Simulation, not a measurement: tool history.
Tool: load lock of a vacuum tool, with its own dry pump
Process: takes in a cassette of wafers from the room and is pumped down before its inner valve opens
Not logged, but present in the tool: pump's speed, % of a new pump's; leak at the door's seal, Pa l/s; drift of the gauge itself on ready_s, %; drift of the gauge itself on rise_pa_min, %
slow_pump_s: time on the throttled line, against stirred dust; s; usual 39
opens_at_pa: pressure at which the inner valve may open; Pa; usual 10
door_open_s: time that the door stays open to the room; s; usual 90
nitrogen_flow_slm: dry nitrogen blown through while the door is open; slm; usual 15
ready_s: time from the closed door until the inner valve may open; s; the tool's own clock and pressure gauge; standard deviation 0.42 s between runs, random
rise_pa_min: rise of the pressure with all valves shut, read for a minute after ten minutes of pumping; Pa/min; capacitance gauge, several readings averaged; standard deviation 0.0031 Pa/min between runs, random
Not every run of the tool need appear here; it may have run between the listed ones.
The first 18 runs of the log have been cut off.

run,day,slow_pump_s,opens_at_pa,door_open_s,nitrogen_flow_slm,hours that the pump has run since its overhaul,times that the door has closed on its seal,"incoming humidity of the room's air, %",ready_s,rise_pa_min
19,330.458,35,14,27,9,6028,32085,43.5,58.6,0.244
20,355.238,67,10,90,5,6623,34396,46.0,87.6,0.316
21,370.975,67,10,90,5,7000,35864,45.7,87.0,0.331
22,395.150,66,7,83,35,7581,38118,45.1,88.6,0.298
23,417.462,60,11,100,15,8116,40199,45.1,81.8,0.359
24,442.150,31,10,90,12,8709,42501,46.5,58.4,0.392
25,463.508,21,15,133,10,9221,44493,43.1,49.4,0.425
26,485.804,21,15,133,10,9756,46572,44.1,49.7,0.450
# day 500.612: door's seal changed, seat wiped
27,500.612,21,15,133,10,10110,0,48.0,49.4,0.127
28,520.904,48,20,191,10,10597,1893,38.6,71.5,0.127
29,539.258,48,20,191,10,11038,3604,45.1,70.9,0.149
30,552.054,48,20,191,10,11345,4798,45.8,71.9,0.155
# day 556.196: dry pump taken out, an overhauled one fitted
31,570.425,39,8,37,15,342,6488,43.9,62.6,0.083
32,583.388,39,8,37,15,653,7696,45.7,62.8,0.087
33,602.938,39,8,37,15,1122,9520,45.5,61.9,0.098
34,618.708,39,10,51,7,1500,10990,42.9,61.9,0.123

4 ways to go on from here, each from the tool as it stands after run 34. What would each give?
A,636.838,37,10,51,7,1935,12681,43.0,?,?
B,636.838,41,10,164,5,1935,12681,43.9,?,?
C,636.838,39,9,51,18,1935,12681,44.6,?,?
D,636.838,52,10,105,15,1935,12681,46.1,?,?

run,ready_s,rise_pa_min
A,60.3,0.134
B,64.2,0.191
C,63.1,0.116
D,72.5,0.144
The same runs, with their run-to-run variation unchanged, on a tool lacking any hidden condition would have given:
run,ready_s,rise_pa_min
A,59.6,0.087
B,63.5,0.144
C,62.3,0.067
D,71.9,0.095
